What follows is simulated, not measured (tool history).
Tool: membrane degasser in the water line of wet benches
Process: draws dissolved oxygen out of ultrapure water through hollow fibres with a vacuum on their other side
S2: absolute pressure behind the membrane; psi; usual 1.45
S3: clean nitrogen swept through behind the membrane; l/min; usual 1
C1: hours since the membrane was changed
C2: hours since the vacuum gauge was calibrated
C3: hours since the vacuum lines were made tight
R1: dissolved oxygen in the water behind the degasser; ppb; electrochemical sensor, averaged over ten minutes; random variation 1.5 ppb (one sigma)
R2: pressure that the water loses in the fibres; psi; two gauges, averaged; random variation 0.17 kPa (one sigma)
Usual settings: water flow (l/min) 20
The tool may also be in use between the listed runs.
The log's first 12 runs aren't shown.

run 13 day=21.046 | water_flow_(l/min)=14 S2=1.45 S3=1.52 | C1=1684 C2=6778 C3=7320 | R1=153 R2=2.625
run 14 day=23.779 | water_flow_(l/min)=14 S2=1.45 S3=1.52 | C1=1749 C2=6843 C3=7385 | R1=155 R2=2.654
run 15 day=26.554 | water_flow_(l/min)=14 S2=1.45 S3=1.52 | C1=1816 C2=6910 C3=7452 | R1=154.1 R2=2.64
run 16 day=28.908 | water_flow_(l/min)=14 S2=1.45 S3=1.52 | C1=1873 C2=6966 C3=7509 | R1=154.1 R2=2.625
run 17 day=30.412 | water_flow_(l/min)=18 S2=3.26 S3=0.7 | C1=1909 C2=7003 C3=7545 | R1=973.8 R2=3.405
-- day=30.562 vacuum gauge calibrated
run 18 day=32.079 | water_flow_(l/min)=18 S2=2.97 S3=1.82 | C1=1948 C2=36 C3=7584 | R1=404.6 R2=3.361
run 19 day=33.638 | water_flow_(l/min)=27 S2=2.54 S3=0.79 | C1=1985 C2=74 C3=7622 | R1=947.1 R2=5.134
run 20 day=36.121 | water_flow_(l/min)=27 S2=2.54 S3=0.79 | C1=2045 C2=133 C3=7681 | R1=954 R2=5.117
-- day=38.033 seals of the vacuum lines changed
run 21 day=38.033 | water_flow_(l/min)=20 S2=2.89 S3=1 | C1=2089 C2=177 C3=0 | R1=705.5 R2=3.822
-- day=38.371 vacuum gauge calibrated, once more
run 22 day=40.592 | water_flow_(l/min)=20 S2=1.57 S3=2.8 | C1=2150 C2=53 C3=61 | R1=141.9 R2=3.803
run 23 day=42.529 | water_flow_(l/min)=20 S2=1.57 S3=2.8 | C1=2196 C2=100 C3=107 | R1=140.4 R2=3.765
run 24 day=43.875 | water_flow_(l/min)=29 S2=1.8 S3=1 | C1=2229 C2=132 C3=140 | R1=575.1 R2=5.493
run 25 day=45.388 | water_flow_(l/min)=29 S2=1.8 S3=1 | C1=2265 C2=168 C3=176 | R1=573.5 R2=5.551
run 26 day=47.775 | water_flow_(l/min)=17 S2=3.57 S3=2.14 | C1=2322 C2=226 C3=233 | R1=396.3 R2=3.236
run 27 day=49.967 | water_flow_(l/min)=17 S2=3.57 S3=2.14 | C1=2375 C2=278 C3=286 | R1=396.5 R2=3.279
run 28 day=51.775 | water_flow_(l/min)=13 S2=1.29 S3=1.58 | C1=2418 C2=322 C3=329 | R1=113.5 R2=2.476
run 29 day=54.458 | water_flow_(l/min)=28 S2=1.26 S3=0.64 | C1=2483 C2=386 C3=394 | R1=492.4 R2=5.334
run 30 day=56.271 | water_flow_(l/min)=30 S2=1.26 S3=1.36 | C1=2526 C2=430 C3=437 | R1=306.6 R2=5.665

4 ways to go on from here, each from the tool as it stands after run 30. What would each give?
run A day=57.467 | water_flow_(l/min)=17 S2=1.45 S3=1 | C1=2555 C2=458 C3=466 | R1=? R2=?
run B day=57.467 | water_flow_(l/min)=17 S2=1.45 S3=1 | C1=2555 C2=458 C3=466 | R1=? R2=?
run C day=57.467 | water_flow_(l/min)=30 S2=1.68 S3=1.71 | C1=2555 C2=458 C3=466 | R1=? R2=?
run D day=57.467 | water_flow_(l/min)=20 S2=1.02 S3=1.44 | C1=2555 C2=458 C3=466 | R1=? R2=?

run=A R1=262.4 R2=3.258
run=B R1=263.2 R2=3.218
run=C R1=370.3 R2=5.694
run=D R1=133.4 R2=3.79
Without the tool's hidden state the same runs would have given:
run=A R1=260.5 R2=3.218
run=B R1=261.4 R2=3.181
run=C R1=366.4 R2=5.626
run=D R1=131.6 R2=3.743
